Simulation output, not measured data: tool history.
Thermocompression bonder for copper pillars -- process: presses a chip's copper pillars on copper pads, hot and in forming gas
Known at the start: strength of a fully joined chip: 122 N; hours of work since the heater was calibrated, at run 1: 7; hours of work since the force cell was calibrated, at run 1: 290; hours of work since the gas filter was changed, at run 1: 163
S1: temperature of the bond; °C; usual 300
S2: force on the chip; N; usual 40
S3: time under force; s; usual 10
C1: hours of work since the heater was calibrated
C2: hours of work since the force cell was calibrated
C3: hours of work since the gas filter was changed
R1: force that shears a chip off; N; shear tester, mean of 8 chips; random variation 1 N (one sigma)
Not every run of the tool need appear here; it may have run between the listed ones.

run    hour   S1  S2  S3   C1   C2   C3     R1
  1       0  300  40  10    7  290  163   80.6
       11.6  -- forming gas filter changed
  2    31.3  300  56  10   22  305    9  103.8
  3    65.4  300  40   5   38  321   26   69.8
  4   104.6  300  40   5   56  340   44   72.1
  5   140.9  300  40   5   74  357   61   70.7
  6   189.7  300  40   5   97  380   85   69.8
  7   225.2  300  40   5  114  397  101   68.7
  8   255.2  288  40  10  128  411  116   75.3
  9     313  300  26  10  156  439  143   56.6
 10   354.9  300  26  10  175  459  163   58.5
      363.8  -- forming gas filter changed
 11   406.9  300  26  10  200  483   20   63.6
 12   451.4  300  40  10  221  504   42   86.2
 13   489.6  300  53  10  239  523   60  100.7
 14   527.8  300  53  10  257  541   78  100.3
 15   570.9  300  40  17  278  561   98   95.5
 16   622.9  300  40  17  303  586  123   94.3
 17   668.1  300  40  10  324  607  145   81.2
 18   702.8  300  40  10  341  624  161     83
      718.6  -- forming gas filter changed
 19     728  300  40  10  352  636    4     90
 20   764.7  300  34  10  370  653   22   79.6
 21   790.1  277  40  10  382  665   34   72.3
 22   850.5  318  51   6  410  694   63   99.5
 23   875.2  318  51   6  422  706   74  101.4
      881.3  -- force cell calibrated
 24   910.3  286  52   6  438   14   90   80.5
 25   955.3  300  37  10  460   35  112   79.9
 26  1005.4  300  37  10  483   59  136   78.9
 27  1032.1  320  39  24  496   72  148  106.7
 28  1069.1  272  27  14  514   89  166     50
     1074.6  -- forming gas filter changed
     1092.7  -- force cell calibrated, once more
 29  1109.6  272  56  27  532    8   16    110
 30  1163.5  300  28  25  558   34   42   91.6
 31  1209.1  279  28  18  579   55   63   69.1
 32  1237.3  300  28  28  593   69   77     91
 33  1281.8  328  30  21  614   90   98    106
 34    1320  317  30  11  632  108  116   84.4
 35  1363.2  322  49   6  652  129  136  100.1
 36  1422.2  322  49   6  680  157  164   99.3
     1429.7  -- forming gas filter changed
 37  1452.2  322  49   6  695  171   11  106.9
 38  1485.6  322  49   6  710  186   27  103.7

What if the next run were any one of these 5? Each begins from the tool's condition after run 38:
  A  1511.9  324  48   6  723  199  39   ?
  B  1511.9  282  28  10  723  199  39   ?
  C  1511.9  307  55   7  723  199  39   ?
  D  1511.9  300  40   9  723  199  39   ?
  E  1511.9  285  26  10  723  199  39   ?

run     R1
  A  106.7
  B   60.4
  C  101.9
  D   89.5
  E   58.1
With the hidden condition removed and each run's random variation left untouched, the same runs would have given:
run     R1
  A  104.7
  B   55.6
  C   99.7
  D   85.6
  E   53.5
